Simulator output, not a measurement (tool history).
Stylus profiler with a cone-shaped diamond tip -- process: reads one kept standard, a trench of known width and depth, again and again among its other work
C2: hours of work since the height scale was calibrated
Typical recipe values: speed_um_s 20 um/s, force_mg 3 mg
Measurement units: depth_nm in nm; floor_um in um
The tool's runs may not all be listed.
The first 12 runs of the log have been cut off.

run 13 day=21.325 | speed_um_s=20 force_mg=3 | scans_with_this_tip=2394 C2=281 | depth_nm=506.31 floor_um=46.58
run 14 day=23.288 | speed_um_s=20 force_mg=1.3 | scans_with_this_tip=2619 C2=308 | depth_nm=503.23 floor_um=46.49
run 15 day=24.812 | speed_um_s=15 force_mg=1.3 | scans_with_this_tip=2794 C2=328 | depth_nm=503.39 floor_um=46.5
run 16 day=25.925 | speed_um_s=20 force_mg=4.1 | scans_with_this_tip=2922 C2=343 | depth_nm=507.97 floor_um=46.5
run 17 day=27.108 | speed_um_s=6 force_mg=4.1 | scans_with_this_tip=3058 C2=359 | depth_nm=507.78 floor_um=46.48
run 18 day=29.221 | speed_um_s=44 force_mg=3 | scans_with_this_tip=3301 C2=388 | depth_nm=506.14 floor_um=46.37
run 19 day=30.317 | speed_um_s=44 force_mg=3 | scans_with_this_tip=3426 C2=402 | depth_nm=506.21 floor_um=46.44
run 20 day=32.196 | speed_um_s=30 force_mg=2.89 | scans_with_this_tip=3642 C2=428 | depth_nm=505.61 floor_um=46.44
run 21 day=33.8 | speed_um_s=30 force_mg=2.89 | scans_with_this_tip=3826 C2=449 | depth_nm=505.76 floor_um=46.41
run 22 day=34.817 | speed_um_s=15 force_mg=3 | scans_with_this_tip=3943 C2=463 | depth_nm=505.84 floor_um=46.37
run 23 day=35.967 | speed_um_s=20 force_mg=1.47 | scans_with_this_tip=4075 C2=479 | depth_nm=503.36 floor_um=46.38
run 24 day=37.592 | speed_um_s=10 force_mg=4.49 | scans_with_this_tip=4262 C2=501 | depth_nm=508.02 floor_um=46.4
run 25 day=38.992 | speed_um_s=8 force_mg=1.03 | scans_with_this_tip=4423 C2=520 | depth_nm=502.29 floor_um=46.34
run 26 day=40.217 | speed_um_s=19 force_mg=6.54 | scans_with_this_tip=4563 C2=536 | depth_nm=510.54 floor_um=46.3
run 27 day=41.121 | speed_um_s=9 force_mg=1.22 | scans_with_this_tip=4667 C2=548 | depth_nm=502.63 floor_um=46.24
run 28 day=42.817 | speed_um_s=20 force_mg=1.22 | scans_with_this_tip=4862 C2=571 | depth_nm=502.39 floor_um=46.3
run 29 day=43.775 | speed_um_s=65 force_mg=1.01 | scans_with_this_tip=4971 C2=584 | depth_nm=501.93 floor_um=46.06
run 30 day=45.4 | speed_um_s=65 force_mg=1.01 | scans_with_this_tip=5158 C2=606 | depth_nm=502.2 floor_um=46.07
run 31 day=47.446 | speed_um_s=65 force_mg=1.01 | scans_with_this_tip=5393 C2=634 | depth_nm=501.88 floor_um=46.01
run 32 day=49.033 | speed_um_s=72 force_mg=7.33 | scans_with_this_tip=5575 C2=655 | depth_nm=511.26 floor_um=46.07
run 33 day=51.171 | speed_um_s=70 force_mg=1.94 | scans_with_this_tip=5820 C2=684 | depth_nm=503.95 floor_um=46.04
run 34 day=52.096 | speed_um_s=32 force_mg=4.75 | scans_with_this_tip=5927 C2=696 | depth_nm=507.91 floor_um=46.08
run 35 day=53.079 | speed_um_s=14 force_mg=4.93 | scans_with_this_tip=6040 C2=710 | depth_nm=508.17 floor_um=46.07
run 36 day=54.55 | speed_um_s=31 force_mg=2.92 | scans_with_this_tip=6208 C2=729 | depth_nm=505.27 floor_um=46.05
run 37 day=56.046 | speed_um_s=31 force_mg=2.92 | scans_with_this_tip=6380 C2=750 | depth_nm=505.33 floor_um=46.03

Alternative continuations, all from the tool just after run 37; predict every row:
run A day=57.346 | speed_um_s=25 force_mg=5.58 | scans_with_this_tip=6530 C2=767 | depth_nm=? floor_um=?
run B day=57.346 | speed_um_s=46 force_mg=7.43 | scans_with_this_tip=6530 C2=767 | depth_nm=? floor_um=?
run C day=57.346 | speed_um_s=45 force_mg=1.66 | scans_with_this_tip=6530 C2=767 | depth_nm=? floor_um=?

run=A depth_nm=508.77 floor_um=46.05
run=B depth_nm=510.94 floor_um=46.02
run=C depth_nm=503.01 floor_um=45.97
Without the tool's hidden state the same runs would have given:
run=A depth_nm=510.52 floor_um=46.96
run=B depth_nm=512.69 floor_um=46.93
run=C depth_nm=504.74 floor_um=46.88
